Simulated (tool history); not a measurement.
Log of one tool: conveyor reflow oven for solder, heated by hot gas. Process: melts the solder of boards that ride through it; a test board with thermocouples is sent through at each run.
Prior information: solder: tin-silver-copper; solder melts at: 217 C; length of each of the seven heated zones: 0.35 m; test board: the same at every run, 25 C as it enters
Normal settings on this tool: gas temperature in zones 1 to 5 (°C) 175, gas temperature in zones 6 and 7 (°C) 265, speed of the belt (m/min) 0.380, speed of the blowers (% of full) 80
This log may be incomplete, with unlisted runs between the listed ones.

run,hour,gas temperature in zones 1 to 5 (°C),gas temperature in zones 6 and 7 (°C),speed of the belt (m/min),speed of the blowers (% of full),highest temperature of the board (°C),time above the solder's melting point (s)
1,0.0,175,265,0.380,80,255.2,89.7
2,11.1,175,265,0.380,80,255.1,89.5
3,26.9,175,265,0.380,80,254.7,89.4
4,42.5,175,269,0.380,80,258.9,92.1
5,50.8,175,265,0.404,80,253.8,82.2
6,58.4,175,265,0.404,80,253.4,82.0
7,74.6,175,265,0.380,80,254.3,88.7
8,91.2,175,265,0.380,80,254.7,88.8
9,107.2,175,265,0.380,80,254.1,89.0
10,116.4,175,265,0.380,80,254.5,89.0
11,128.2,175,265,0.380,80,253.9,88.6
12,142.9,175,265,0.411,80,252.3,79.5
13,155.7,175,265,0.369,80,254.7,92.2
14,163.3,175,265,0.369,80,254.9,92.4
15,176.4,175,265,0.369,80,254.3,91.9
16,190.1,175,265,0.369,80,255.1,92.0
17,205.6,183,265,0.380,80,255.1,93.2
18,219.1,173,271,0.410,80,256.7,82.9
# hour 239.5: flux residue cleaned out of gas plates and filters
19,241.0,175,280,0.380,64,266.1,97.5
20,251.1,164,265,0.380,78,254.4,83.8
21,261.7,190,266,0.388,66,255.2,95.3
22,272.1,190,278,0.388,66,265.5,103.0
23,283.0,174,266,0.321,72,257.7,110.2
24,299.0,174,266,0.321,72,258.0,110.5
25,308.3,175,280,0.444,85,265.5,83.1
26,317.6,175,280,0.444,85,265.9,82.7
27,330.0,175,280,0.444,85,265.5,82.5
28,343.3,175,280,0.444,85,265.8,83.0
29,359.6,175,280,0.444,85,265.6,83.1
30,368.8,161,279,0.380,62,261.9,87.9
31,379.8,161,264,0.380,75,250.6,79.5

For each run, the measured value with the value that run would have given without the tool's hidden condition subtracted. The run-to-run variation is shared by both, the gauge scatter possibly not:
The hidden state here: heat that the gas passes to the board, % of a clean oven's; belt's true speed, % of the reading; true gas temperature in zones 6 and 7 over the reading, C; drift of the gauge itself on peak_c, C; drift of the gauge itself on liquid_s, %.
run,highest temperature of the board (°C),time above the solder's melting point (s)
1,-1.3,-0.7
2,-1.4,-0.8
3,-1.5,-0.9
4,-1.6,-0.8
5,-1.7,-1.2
6,-1.7,-1.2
7,-1.8,-1.1
8,-1.9,-1.2
9,-2.0,-1.3
10,-2.0,-1.4
11,-2.1,-1.5
12,-2.3,-1.8
13,-2.2,-1.5
14,-2.2,-1.5
15,-2.3,-1.7
16,-2.4,-1.7
17,-2.4,-1.4
18,-2.9,-1.9
19,-1.0,+0.4
20,-1.1,+0.0
21,-1.1,+0.3
22,-1.2,+0.5
23,-1.3,+0.2
24,-1.3,+0.1
25,-1.5,+0.1
26,-1.6,+0.1
27,-1.7,+0.0
28,-1.8,+0.0
29,-1.9,-0.1
30,-1.7,-0.4
31,-1.9,-1.1
